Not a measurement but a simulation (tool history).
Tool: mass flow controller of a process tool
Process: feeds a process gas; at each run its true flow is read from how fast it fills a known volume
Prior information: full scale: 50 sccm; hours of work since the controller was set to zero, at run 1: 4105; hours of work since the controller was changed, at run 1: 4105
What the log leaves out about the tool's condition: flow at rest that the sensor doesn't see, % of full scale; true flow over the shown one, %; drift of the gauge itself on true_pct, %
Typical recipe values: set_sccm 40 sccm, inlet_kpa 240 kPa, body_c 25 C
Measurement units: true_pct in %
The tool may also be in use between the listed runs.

run    hour  set_sccm  inlet_kpa  body_c  hours of work since the controller was set to zero  hours of work since the controller was changed  true_pct
  1     0.0        40        240      25                                                4105                                            4105     97.57
  2   206.2        40        141      25                                                4231                                            4231     98.15
  3   425.3        25        240      25                                                4365                                            4365     96.68
  4   839.8        40        240      32                                                4619                                            4619     97.05
  5  1235.1        40        240      32                                                4861                                            4861     97.08
  6  1651.3        40        169      25                                                5116                                            5116     97.43
  7  2103.1        40        169      25                                                5392                                            5392     97.37
     2140.9  -- controller's zero set anew
  8  2562.1        40        169      25                                                 258                                            5673     96.60
  9  2754.7        20        240      25                                                 376                                            5791     93.76
     2970.3  -- controller's zero set anew, once more
 10  3089.4        20        240      25                                                  73                                            5995     98.09
 11  3280.0        30        176      25                                                 190                                            6112     98.32
 12  3676.5        30        176      25                                                 432                                            6354     98.32
 13  4080.9         8        240      25                                                 680                                            6602     96.88
 14  4473.3         6        153      25                                                 920                                            6842     96.73
 15  4893.0         6        153      25                                                1177                                            7099     96.09
 16  5344.2         6        153      25                                                1453                                            7375     95.60

How the hidden state differs across the entries between the runs, from the last listed run before each to the first after it:
Runs 7 to 8: controller's zero set anew (hour 2140.9)
  flow at rest that the sensor doesn't see, % of full scale: -1.131 -> -1.677; true flow over the shown one, %: -1.24 -> -1.3
  difference, measured minus the result without the unlogged condition, true_pct: -2.65 -> -3.40 %
Runs 9 to 10: controller's zero set anew, once more (hour 2970.3)
  flow at rest that the sensor doesn't see, % of full scale: -1.698 -> -0.018; true flow over the shown one, %: -1.33 -> -1.38
  difference, measured minus the result without the unlogged condition, true_pct: -5.57 -> -1.43 %

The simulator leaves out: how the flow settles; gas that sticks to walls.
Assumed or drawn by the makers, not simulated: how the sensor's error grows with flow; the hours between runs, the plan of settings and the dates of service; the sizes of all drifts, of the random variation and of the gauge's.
